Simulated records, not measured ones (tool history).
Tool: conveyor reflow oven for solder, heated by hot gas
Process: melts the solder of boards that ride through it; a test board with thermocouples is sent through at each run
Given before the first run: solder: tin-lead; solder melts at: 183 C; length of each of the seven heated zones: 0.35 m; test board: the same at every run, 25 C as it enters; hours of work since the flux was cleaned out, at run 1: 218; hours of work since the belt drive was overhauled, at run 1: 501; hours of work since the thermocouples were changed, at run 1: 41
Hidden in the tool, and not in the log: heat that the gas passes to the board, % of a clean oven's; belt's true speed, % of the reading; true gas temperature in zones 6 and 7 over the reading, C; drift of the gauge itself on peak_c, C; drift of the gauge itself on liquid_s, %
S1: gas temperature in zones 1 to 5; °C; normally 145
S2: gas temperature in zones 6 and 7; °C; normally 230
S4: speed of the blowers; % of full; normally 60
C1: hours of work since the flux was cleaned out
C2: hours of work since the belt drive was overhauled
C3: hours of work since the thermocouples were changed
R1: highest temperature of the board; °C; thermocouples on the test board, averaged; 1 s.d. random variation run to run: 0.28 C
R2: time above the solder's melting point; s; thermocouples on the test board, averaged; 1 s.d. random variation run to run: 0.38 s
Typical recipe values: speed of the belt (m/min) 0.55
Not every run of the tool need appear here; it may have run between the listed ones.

Run 1, day 0: usual settings; C1 218; C2 501; C3 41. Result: R1 204.5 °C, R2 44.9 s.
Run 2, day 3.246: usual settings; C1 268; C2 551; C3 91. Result: R1 204.2 °C, R2 44.6 s.
Run 3, day 5.188: usual settings; C1 298; C2 582; C3 121. Result: R1 203.9 °C, R2 44.5 s.
Run 4, day 7.892: usual settings; C1 341; C2 624; C3 163. Result: R1 203.4 °C, R2 44.4 s.
At day 10.558: flux residue cleaned out of gas plates and filters.
Run 5, day 10.733: usual settings; C1 3; C2 665; C3 204. Result: R1 202.4 °C, R2 41.9 s.
Run 6, day 14.192: usual settings but S4 69 % of full; C1 57; C2 718; C3 258. Result: R1 205 °C, R2 47.5 s.
Run 7, day 17.067: usual settings but S4 69 % of full; C1 101; C2 763; C3 303. Result: R1 205.6 °C, R2 46.7 s.
Run 8, day 19.488: usual settings; C1 139; C2 801; C3 341. Result: R1 201.6 °C, R2 40.7 s.
Run 9, day 21.796: usual settings; C1 175; C2 837; C3 376. Result: R1 201.2 °C, R2 40.4 s.
At day 22.825: flux residue cleaned out of gas plates and filters, once more.
Run 10, day 24.654: usual settings but S4 84 % of full; C1 28; C2 878; C3 418. Result: R1 213.4 °C, R2 58.1 s.
Run 11, day 26.6: usual settings but S4 84 % of full; C1 59; C2 908; C3 448. Result: R1 213.7 °C, R2 57.5 s.
Run 12, day 29.833: usual settings but S4 84 % of full; C1 109; C2 959; C3 498. Result: R1 212.7 °C, R2 56.9 s.
Run 13, day 32.412: usual settings but speed of the belt (m/min) 0.613; C1 149; C2 999; C3 538. Result: R1 200.1 °C, R2 34.4 s.
At day 34.8: belt drive overhauled, speed set with a stopwatch.
Run 14, day 35.2: usual settings but speed of the belt (m/min) 0.613; C1 190; C2 6; C3 579. Result: R1 199 °C, R2 31.5 s.
Run 15, day 37.842: usual settings; C1 231; C2 47; C3 620. Result: R1 202.5 °C, R2 42.3 s.
Run 16, day 41.092: usual settings but S1 131 °C, S2 234 °C, speed of the belt (m/min) 0.471; C1 282; C2 98; C3 671. Result: R1 207.8 °C, R2 51.9 s.
Run 17, day 43.912: usual settings but S1 157 °C, S2 239 °C, speed of the belt (m/min) 0.596, S4 84 % of full; C1 325; C2 142; C3 715. Result: R1 218.2 °C, R2 60.1 s.
Run 18, day 47.217: usual settings but S1 142 °C, S2 218 °C; C1 377; C2 193; C3 766. Result: R1 192.5 °C, R2 24.4 s.
At day 47.608: flux residue cleaned out of gas plates and filters.
Run 19, day 49.296: usual settings but S1 133 °C, S2 218 °C, S4 83 % of full; C1 26; C2 222; C3 795. Result: R1 199.9 °C, R2 37.5 s.
Run 20, day 51.254: usual settings but S1 151 °C, speed of the belt (m/min) 0.505; C1 57; C2 253; C3 826. Result: R1 207.9 °C, R2 57.5 s.
Run 21, day 54.908: usual settings but S1 151 °C, speed of the belt (m/min) 0.505; C1 114; C2 310; C3 883. Result: R1 208 °C, R2 57.2 s.
Run 22, day 57.321: usual settings but S2 233 °C; C1 151; C2 347; C3 920. Result: R1 205.5 °C, R2 46.1 s.
Run 23, day 60.358: usual settings but S1 142 °C, S2 228 °C, speed of the belt (m/min) 0.518, S4 69 % of full; C1 198; C2 394; C3 967. Result: R1 206.4 °C, R2 51.1 s.
Run 24, day 63.346: usual settings but S1 152 °C, S2 232 °C, speed of the belt (m/min) 0.635, S4 68 % of full; C1 245; C2 441; C3 1014. Result: R1 204.1 °C, R2 40.9 s.
Run 25, day 66.204: usual settings but S1 158 °C, S2 226 °C, speed of the belt (m/min) 0.575, S4 74 % of full; C1 289; C2 485; C3 1058. Result: R1 206.6 °C, R2 52.7 s.
Run 26, day 67.721: usual settings but S1 158 °C, S2 226 °C, speed of the belt (m/min) 0.572, S4 74 % of full; C1 313; C2 509; C3 1082. Result: R1 206.2 °C, R2 52.7 s.
Run 27, day 71.362: usual settings but S1 158 °C, S2 226 °C, speed of the belt (m/min) 0.572, S4 59 % of full; C1 370; C2 566; C3 1139. Result: R1 200.2 °C, R2 42.9 s.
At day 72.3: flux residue cleaned out of gas plates and filters.
Run 28, day 74.733: usual settings but S1 150 °C, S2 226 °C, speed of the belt (m/min) 0.572, S4 59 % of full; C1 38; C2 615; C3 1188. Result: R1 199.3 °C, R2 39.6 s.
Run 29, day 76.671: usual settings but S1 150 °C, S2 226 °C, speed of the belt (m/min) 0.572, S4 59 % of full; C1 68; C2 645; C3 1218. Result: R1 199.7 °C, R2 38 s.
At day 77.854: thermocouples of zones 6 and 7 changed.
Run 30, day 79.067: usual settings but S1 150 °C, S2 218 °C, speed of the belt (m/min) 0.572, S4 87 % of full; C1 104; C2 681; C3 19. Result: R1 204.6 °C, R2 50.2 s.

Forecast each of these 4 alternatives for the next run:
Run A, day 81.529: usual settings but S2 234 °C, speed of the belt (m/min) 0.597, S4 85 % of full; C1 142; C2 719; C3 57. Result: R1 ?, R2 ?.
Run B, day 81.529: usual settings but S1 158 °C, speed of the belt (m/min) 0.582; C1 142; C2 719; C3 57. Result: R1 ?, R2 ?.
Run C, day 81.529: usual settings but S1 150 °C, S2 218 °C, speed of the belt (m/min) 0.572, S4 61 % of full; C1 142; C2 719; C3 57. Result: R1 ?, R2 ?.
Run D, day 81.529: usual settings but S1 155 °C, S2 222 °C, speed of the belt (m/min) 0.53, S4 87 % of full; C1 142; C2 719; C3 57. Result: R1 ?, R2 ?.

run     R1    R2
  A  215.2    54
  B  206.9  50.6
  C  197.3  35.1
  D  210.7    64
Without the tool's unlogged condition, the same runs would have read:
run     R1    R2
  A  215.4  53.1
  B  206.8  49.5
  C  197.3  34.4
  D  210.8  62.9
